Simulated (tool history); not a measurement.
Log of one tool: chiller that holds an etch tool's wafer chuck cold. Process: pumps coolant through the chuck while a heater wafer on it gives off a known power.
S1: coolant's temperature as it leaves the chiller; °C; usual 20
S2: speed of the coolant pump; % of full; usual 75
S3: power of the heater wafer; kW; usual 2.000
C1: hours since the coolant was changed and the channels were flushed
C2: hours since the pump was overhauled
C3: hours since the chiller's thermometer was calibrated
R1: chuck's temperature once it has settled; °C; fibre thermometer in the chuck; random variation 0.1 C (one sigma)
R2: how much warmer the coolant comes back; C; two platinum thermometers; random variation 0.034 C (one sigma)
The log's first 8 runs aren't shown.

{"run": 9, "hour": 725.9, "S1": 26, "S2": 75, "S3": 2.0, "C1": 8139, "C2": 5444, "C3": 352, "R1": 41.5, "R2": 5.04}
{"run": 10, "hour": 818.3, "S1": 26, "S2": 75, "S3": 2.0, "C1": 8231, "C2": 5536, "C3": 444, "R1": 41.7, "R2": 4.97}
{"hour": 881.9, "done": "coolant changed, channels flushed"}
{"run": 11, "hour": 904.7, "S1": 26, "S2": 75, "S3": 2.0, "C1": 23, "C2": 5617, "C3": 525, "R1": 41.5, "R2": 5.07}
{"run": 12, "hour": 958.9, "S1": 26, "S2": 75, "S3": 2.0, "C1": 77, "C2": 5671, "C3": 579, "R1": 41.6, "R2": 5.03}
{"run": 13, "hour": 1007.3, "S1": 20, "S2": 75, "S3": 2.339, "C1": 125, "C2": 5719, "C3": 627, "R1": 38.1, "R2": 5.85}
{"run": 14, "hour": 1062.1, "S1": 20, "S2": 75, "S3": 2.339, "C1": 180, "C2": 5774, "C3": 682, "R1": 38.2, "R2": 5.87}
{"run": 15, "hour": 1158.5, "S1": 20, "S2": 75, "S3": 2.0, "C1": 277, "C2": 5871, "C3": 779, "R1": 35.5, "R2": 5.0}
{"run": 16, "hour": 1274.9, "S1": 20, "S2": 75, "S3": 2.0, "C1": 393, "C2": 5987, "C3": 895, "R1": 35.6, "R2": 5.05}
{"run": 17, "hour": 1348.5, "S1": 15, "S2": 72, "S3": 1.069, "C1": 467, "C2": 6061, "C3": 969, "R1": 23.7, "R2": 2.83}
{"run": 18, "hour": 1455.1, "S1": 15, "S2": 72, "S3": 1.069, "C1": 573, "C2": 6167, "C3": 1075, "R1": 23.7, "R2": 2.77}
{"run": 19, "hour": 1526.9, "S1": 15, "S2": 72, "S3": 1.069, "C1": 645, "C2": 6239, "C3": 1147, "R1": 23.5, "R2": 2.85}
{"run": 20, "hour": 1625.2, "S1": 15, "S2": 72, "S3": 1.069, "C1": 743, "C2": 6337, "C3": 1245, "R1": 23.6, "R2": 2.81}
{"run": 21, "hour": 1690.2, "S1": 15, "S2": 65, "S3": 2.708, "C1": 808, "C2": 6402, "C3": 1310, "R1": 39.1, "R2": 7.94}
{"run": 22, "hour": 1737.9, "S1": 18, "S2": 69, "S3": 2.708, "C1": 856, "C2": 6450, "C3": 1358, "R1": 40.7, "R2": 7.47}
{"run": 23, "hour": 1803.6, "S1": 14, "S2": 97, "S3": 2.376, "C1": 922, "C2": 6516, "C3": 1424, "R1": 28.5, "R2": 4.59}
{"run": 24, "hour": 1874.3, "S1": 14, "S2": 63, "S3": 2.121, "C1": 992, "C2": 6586, "C3": 1494, "R1": 33.4, "R2": 6.49}
{"run": 25, "hour": 1922.7, "S1": 20, "S2": 75, "S3": 1.722, "C1": 1041, "C2": 6635, "C3": 1543, "R1": 33.3, "R2": 4.29}
{"run": 26, "hour": 1999.0, "S1": 10, "S2": 75, "S3": 2.26, "C1": 1117, "C2": 6711, "C3": 1619, "R1": 27.6, "R2": 5.72}
{"run": 27, "hour": 2050.4, "S1": 10, "S2": 75, "S3": 2.26, "C1": 1168, "C2": 6762, "C3": 1670, "R1": 27.8, "R2": 5.71}
{"run": 28, "hour": 2146.2, "S1": 17, "S2": 99, "S3": 2.132, "C1": 1264, "C2": 6858, "C3": 1766, "R1": 29.6, "R2": 3.97}
{"run": 29, "hour": 2219.7, "S1": 21, "S2": 67, "S3": 1.883, "C1": 1338, "C2": 6932, "C3": 1840, "R1": 37.3, "R2": 5.29}
{"run": 30, "hour": 2291.1, "S1": 21, "S2": 67, "S3": 1.883, "C1": 1409, "C2": 7003, "C3": 1911, "R1": 37.3, "R2": 5.3}
{"run": 31, "hour": 2397.5, "S1": 21, "S2": 67, "S3": 1.883, "C1": 1516, "C2": 7110, "C3": 2018, "R1": 37.3, "R2": 5.38}

5 ways to go on from here, each from the tool as it stands after run 31. What would each give?
{"run": "A", "hour": 2487.4, "S1": 10, "S2": 61, "S3": 2.919, "C1": 1605, "C2": 7199, "C3": 2107, "R1": "?", "R2": "?"}
{"run": "B", "hour": 2487.4, "S1": 20, "S2": 85, "S3": 1.006, "C1": 1605, "C2": 7199, "C3": 2107, "R1": "?", "R2": "?"}
{"run": "C", "hour": 2487.4, "S1": 15, "S2": 75, "S3": 2.097, "C1": 1605, "C2": 7199, "C3": 2107, "R1": "?", "R2": "?"}
{"run": "D", "hour": 2487.4, "S1": 20, "S2": 77, "S3": 1.931, "C1": 1605, "C2": 7199, "C3": 2107, "R1": "?", "R2": "?"}
{"run": "E", "hour": 2487.4, "S1": 21, "S2": 67, "S3": 2.075, "C1": 1605, "C2": 7199, "C3": 2107, "R1": "?", "R2": "?"}

run=A R1=37.6 R2=9.23
run=B R1=26.8 R2=2.23
run=C R1=31.3 R2=5.29
run=D R1=34.5 R2=4.69
run=E R1=38.9 R2=5.88
Without the tool's hidden state the same runs would have given:
run=A R1=37.6 R2=9.23
run=B R1=26.8 R2=2.22
run=C R1=31.3 R2=5.29
run=D R1=34.5 R2=4.69
run=E R1=38.9 R2=5.87
